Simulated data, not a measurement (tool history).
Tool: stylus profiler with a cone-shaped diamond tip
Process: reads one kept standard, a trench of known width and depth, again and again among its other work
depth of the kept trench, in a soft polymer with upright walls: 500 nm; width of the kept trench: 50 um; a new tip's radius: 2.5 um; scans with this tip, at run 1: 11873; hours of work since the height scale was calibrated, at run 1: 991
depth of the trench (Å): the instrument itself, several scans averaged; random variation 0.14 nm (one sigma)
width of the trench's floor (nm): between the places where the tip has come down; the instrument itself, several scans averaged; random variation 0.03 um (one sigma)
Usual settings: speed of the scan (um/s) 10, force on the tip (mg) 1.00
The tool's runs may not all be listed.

run,hour,speed of the scan (um/s),force on the tip (mg),scans with this tip,hours of work since the height scale was calibrated,depth of the trench (Å),width of the trench's floor (nm)
1,0.0,10,1.00,11873,991,5043.4,46900
2,16.6,10,1.00,12016,1003,5048.3,46930
3,47.4,10,1.00,12281,1025,5047.1,46890
4,81.8,10,1.00,12577,1050,5046.4,46910
5,106.7,10,1.00,12792,1068,5048.8,46920
6,138.6,2,1.00,13067,1091,5048.5,46920
7,160.3,2,1.00,13254,1106,5048.1,46940
8,181.9,10,1.00,13440,1122,5045.9,46900
9,196.8,10,1.00,13568,1133,5045.6,46910
10,224.2,10,1.29,13804,1152,5055.3,46950
11,247.9,10,1.29,14008,1169,5055.1,46850
12,262.6,8,1.00,14135,1180,5048.3,46870
13,282.4,8,1.00,14306,1194,5047.3,46890
14,304.8,10,1.00,14498,1210,5047.9,46860
15,330.4,10,1.00,14719,1229,5046.8,46880
16,355.3,10,1.00,14933,1247,5045.7,46930
17,377.8,10,2.26,15128,1263,5081.1,46960
18,405.0,10,2.26,15362,1282,5084.0,46910
19,436.6,10,2.26,15634,1305,5079.7,46880
20,471.5,4,2.26,15935,1330,5080.8,46970
21,504.8,24,1.91,16222,1354,5075.1,46830
22,536.2,12,0.97,16492,1377,5047.6,46830
23,567.5,12,0.97,16762,1399,5043.6,46910
24,600.2,12,0.97,17044,1423,5045.4,46890
25,618.5,39,1.00,17201,1436,5046.7,46650
# hour 635.4: height scale calibrated on a step standard
26,652.3,9,2.76,17488,12,5095.3,46980
27,680.1,2,0.73,17728,32,5040.2,46950
28,698.1,2,0.73,17883,45,5039.6,46950
29,728.2,2,0.73,18142,67,5036.0,46950
30,748.4,14,2.38,18316,81,5084.0,46910
31,771.7,21,2.38,18517,98,5085.1,46880
32,798.2,3,2.80,18745,117,5096.3,46950
33,815.4,7,2.81,18894,129,5095.7,46910
34,850.6,29,2.81,19197,155,5097.1,46820
35,877.4,29,2.81,19427,174,5093.3,46840

Run 36 comes next. What will it give?
36,904.0,6,0.65,19657,193,?,?

Run 36 gave depth of the trench (Å) 5031.7, width of the trench's floor (nm) 46860.
Without the tool's hidden state the same run would have given depth of the trench (Å) 5031.7, width of the trench's floor (nm) 46880.
